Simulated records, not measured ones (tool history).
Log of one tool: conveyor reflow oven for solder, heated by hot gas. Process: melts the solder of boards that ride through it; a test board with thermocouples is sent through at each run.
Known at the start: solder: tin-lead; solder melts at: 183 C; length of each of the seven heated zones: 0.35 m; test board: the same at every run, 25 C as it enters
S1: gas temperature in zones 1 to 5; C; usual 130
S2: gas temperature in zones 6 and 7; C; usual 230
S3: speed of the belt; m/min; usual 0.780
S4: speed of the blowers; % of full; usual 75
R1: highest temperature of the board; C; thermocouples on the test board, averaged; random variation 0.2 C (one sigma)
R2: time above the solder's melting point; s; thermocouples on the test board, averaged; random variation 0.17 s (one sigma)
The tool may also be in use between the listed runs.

run,hour,S1,S2,S3,S4,R1,R2
1,0.0,130,230,0.780,75,214.4,37.4
2,8.9,130,230,0.780,75,214.4,37.3
3,20.9,130,230,0.780,75,214.6,37.2
4,26.6,130,230,0.780,75,214.6,37.2
5,35.9,130,230,0.780,75,214.6,37.4
6,47.0,130,230,0.780,75,214.6,37.0
7,56.6,130,230,0.780,75,215.0,36.9
8,62.4,130,230,0.780,75,214.6,37.4
9,73.0,130,230,0.780,75,214.3,37.2
10,81.0,130,230,0.780,75,214.3,37.2
11,92.2,130,230,0.780,75,214.2,37.1
12,104.0,130,230,0.780,61,209.1,32.5
13,109.7,130,230,0.780,61,208.8,32.4
14,118.8,130,230,0.780,75,214.4,36.6
15,128.6,130,230,0.780,75,214.6,37.1
16,139.5,130,230,0.780,75,214.0,37.0
17,145.9,130,230,0.780,75,214.0,36.9
18,152.6,140,230,0.788,75,215.6,39.7
19,161.4,130,230,0.652,75,219.3,48.2
20,170.5,130,230,0.652,75,219.4,48.5
# hour 175.2: belt drive overhauled, speed set with a stopwatch
21,184.2,130,222,0.856,75,204.3,26.9
22,189.7,130,231,0.866,75,211.3,31.0
23,201.2,127,231,0.926,75,207.7,26.3
24,207.2,127,231,0.926,54,197.5,17.2
25,217.9,127,231,0.926,67,204.5,23.4
26,226.9,136,239,0.908,55,207.2,27.2
27,237.7,140,230,0.780,69,213.5,38.7
# hour 250.2: belt drive overhauled, speed set with a stopwatch, once more
28,250.6,140,230,0.780,69,213.0,37.9
29,258.4,140,230,0.780,69,213.7,38.2
30,268.2,140,234,0.904,69,211.5,31.2

Forecast each of these 3 alternatives for the next run:
A,279.5,140,242,0.904,51,?,?
B,279.5,118,227,0.904,67,?,?
C,279.5,140,228,0.904,69,?,?

run,R1,R2
A,207.9,27.7
B,199.5,18.5
C,206.5,27.8
Without the tool's hidden state the same runs would have given:
run,R1,R2
A,208.8,28.5
B,200.6,19.7
C,207.3,28.7
